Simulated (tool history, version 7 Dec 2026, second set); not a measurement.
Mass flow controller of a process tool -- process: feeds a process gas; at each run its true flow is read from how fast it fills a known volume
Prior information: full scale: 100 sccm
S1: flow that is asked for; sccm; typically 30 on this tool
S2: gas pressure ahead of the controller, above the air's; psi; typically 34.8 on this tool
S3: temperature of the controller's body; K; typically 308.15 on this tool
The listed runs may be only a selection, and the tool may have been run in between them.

{"run": 1, "day": 0.0, "S1": 30, "S2": 34.8, "S3": 308.15, "true flow (%)": 97.15}
{"run": 2, "day": 3.483, "S1": 34, "S2": 34.8, "S3": 308.15, "true flow (%)": 97.38}
{"run": 3, "day": 5.492, "S1": 34, "S2": 34.8, "S3": 308.15, "true flow (%)": 97.42}
{"run": 4, "day": 9.079, "S1": 34, "S2": 34.8, "S3": 308.15, "true flow (%)": 97.4}
{"run": 5, "day": 10.888, "S1": 49, "S2": 34.8, "S3": 308.15, "true flow (%)": 97.93}
{"run": 6, "day": 13.358, "S1": 49, "S2": 34.8, "S3": 308.15, "true flow (%)": 97.94}
{"run": 7, "day": 16.662, "S1": 49, "S2": 34.8, "S3": 308.15, "true flow (%)": 97.9}
{"run": 8, "day": 19.375, "S1": 49, "S2": 34.8, "S3": 308.15, "true flow (%)": 97.98}
{"run": 9, "day": 22.396, "S1": 49, "S2": 34.8, "S3": 308.15, "true flow (%)": 98.13}
{"run": 10, "day": 24.346, "S1": 49, "S2": 34.8, "S3": 308.15, "true flow (%)": 98.18}
{"run": 11, "day": 26.829, "S1": 30, "S2": 34.8, "S3": 308.15, "true flow (%)": 97.55}
{"run": 12, "day": 29.108, "S1": 30, "S2": 34.8, "S3": 308.15, "true flow (%)": 97.55}
{"run": 13, "day": 31.829, "S1": 30, "S2": 34.8, "S3": 308.15, "true flow (%)": 97.75}
{"run": 14, "day": 34.025, "S1": 30, "S2": 34.8, "S3": 308.15, "true flow (%)": 97.66}
{"run": 15, "day": 37.021, "S1": 30, "S2": 34.8, "S3": 294.15, "true flow (%)": 98.58}
{"run": 16, "day": 39.746, "S1": 30, "S2": 34.8, "S3": 308.15, "true flow (%)": 97.84}
{"run": 17, "day": 42.571, "S1": 30, "S2": 34.8, "S3": 308.15, "true flow (%)": 97.81}
{"run": 18, "day": 45.321, "S1": 30, "S2": 34.8, "S3": 301.15, "true flow (%)": 98.4}
{"run": 19, "day": 48.942, "S1": 22, "S2": 34.8, "S3": 308.15, "true flow (%)": 97.84}
{"run": 20, "day": 52.792, "S1": 13, "S2": 34.8, "S3": 308.15, "true flow (%)": 97.42}
{"run": 21, "day": 55.912, "S1": 71, "S2": 34.8, "S3": 308.15, "true flow (%)": 99.5}
{"run": 22, "day": 59.467, "S1": 71, "S2": 37.4, "S3": 308.15, "true flow (%)": 99.46}
{"run": 23, "day": 62.833, "S1": 71, "S2": 37.4, "S3": 308.15, "true flow (%)": 99.43}
{"run": 24, "day": 64.488, "S1": 71, "S2": 37.4, "S3": 308.15, "true flow (%)": 99.54}
{"run": 25, "day": 66.379, "S1": 30, "S2": 29.0, "S3": 308.15, "true flow (%)": 98.42}
{"run": 26, "day": 69.417, "S1": 14, "S2": 35.2, "S3": 296.15, "true flow (%)": 98.54}
{"run": 27, "day": 72.088, "S1": 55, "S2": 31.2, "S3": 308.15, "true flow (%)": 99.21}
{"run": 28, "day": 74.642, "S1": 72, "S2": 22.0, "S3": 308.15, "true flow (%)": 100.16}
{"run": 29, "day": 76.717, "S1": 72, "S2": 22.0, "S3": 308.15, "true flow (%)": 100.1}
{"run": 30, "day": 79.746, "S1": 18, "S2": 26.1, "S3": 301.15, "true flow (%)": 98.9}
{"day": 82.346, "done": "gauge calibrated"}
{"run": 31, "day": 82.588, "S1": 37, "S2": 35.2, "S3": 299.15, "true flow (%)": 97.85}
{"run": 32, "day": 85.242, "S1": 21, "S2": 34.8, "S3": 304.15, "true flow (%)": 97.14}
{"run": 33, "day": 87.417, "S1": 21, "S2": 34.8, "S3": 304.15, "true flow (%)": 97.19}
{"run": 34, "day": 90.771, "S1": 67, "S2": 36.8, "S3": 293.15, "true flow (%)": 99.16}
{"run": 35, "day": 94.079, "S1": 60, "S2": 31.8, "S3": 305.15, "true flow (%)": 98.56}
{"run": 36, "day": 97.4, "S1": 60, "S2": 31.8, "S3": 305.15, "true flow (%)": 98.6}
{"run": 37, "day": 100.0, "S1": 30, "S2": 34.8, "S3": 304.15, "true flow (%)": 97.67}
{"run": 38, "day": 102.829, "S1": 30, "S2": 22.8, "S3": 304.15, "true flow (%)": 98.12}
{"run": 39, "day": 105.608, "S1": 30, "S2": 22.8, "S3": 304.15, "true flow (%)": 98.2}
{"run": 40, "day": 109.092, "S1": 42, "S2": 37.7, "S3": 308.15, "true flow (%)": 98.0}
{"run": 41, "day": 111.588, "S1": 14, "S2": 34.8, "S3": 299.15, "true flow (%)": 97.65}
{"run": 42, "day": 114.475, "S1": 13, "S2": 34.8, "S3": 299.15, "true flow (%)": 97.66}
{"run": 43, "day": 118.008, "S1": 13, "S2": 34.8, "S3": 295.15, "true flow (%)": 97.97}
{"run": 44, "day": 121.258, "S1": 83, "S2": 37.1, "S3": 298.15, "true flow (%)": 99.98}
{"run": 45, "day": 123.654, "S1": 88, "S2": 25.8, "S3": 296.15, "true flow (%)": 100.6}
{"run": 46, "day": 126.875, "S1": 88, "S2": 25.8, "S3": 296.15, "true flow (%)": 100.67}
{"run": 47, "day": 129.446, "S1": 18, "S2": 33.1, "S3": 295.15, "true flow (%)": 98.35}
{"run": 48, "day": 131.988, "S1": 76, "S2": 33.1, "S3": 295.15, "true flow (%)": 100.17}
{"run": 49, "day": 133.996, "S1": 20, "S2": 27.0, "S3": 294.15, "true flow (%)": 98.76}

Results for each run, recomputed without the tool's hidden state and with each run's random variation untouched:
What the log doesn't record here: flow at rest that the sensor doesn't see, % of full scale; true flow over the shown one, %; drift of the gauge itself on true_pct, %.
run=1 true_flow_(%)=97.15
run=2 true_flow_(%)=97.32
run=3 true_flow_(%)=97.32
run=4 true_flow_(%)=97.25
run=5 true_flow_(%)=97.74
run=6 true_flow_(%)=97.70
run=7 true_flow_(%)=97.60
run=8 true_flow_(%)=97.64
run=9 true_flow_(%)=97.73
run=10 true_flow_(%)=97.75
run=11 true_flow_(%)=97.08
run=12 true_flow_(%)=97.04
run=13 true_flow_(%)=97.19
run=14 true_flow_(%)=97.06
run=15 true_flow_(%)=97.93
run=16 true_flow_(%)=97.15
run=17 true_flow_(%)=97.06
run=18 true_flow_(%)=97.61
run=19 true_flow_(%)=96.99
run=20 true_flow_(%)=96.50
run=21 true_flow_(%)=98.51
run=22 true_flow_(%)=98.41
run=23 true_flow_(%)=98.32
run=24 true_flow_(%)=98.40
run=25 true_flow_(%)=97.26
run=26 true_flow_(%)=97.33
run=27 true_flow_(%)=97.94
run=28 true_flow_(%)=98.84
run=29 true_flow_(%)=98.75
run=30 true_flow_(%)=97.50
run=31 true_flow_(%)=97.84
run=32 true_flow_(%)=97.08
run=33 true_flow_(%)=97.09
run=34 true_flow_(%)=99.01
run=35 true_flow_(%)=98.35
run=36 true_flow_(%)=98.34
run=37 true_flow_(%)=97.36
run=38 true_flow_(%)=97.75
run=39 true_flow_(%)=97.79
run=40 true_flow_(%)=97.53
run=41 true_flow_(%)=97.14
run=42 true_flow_(%)=97.09
run=43 true_flow_(%)=97.34
run=44 true_flow_(%)=99.28
run=45 true_flow_(%)=99.86
run=46 true_flow_(%)=99.87
run=47 true_flow_(%)=97.52
run=48 true_flow_(%)=99.28
run=49 true_flow_(%)=97.84
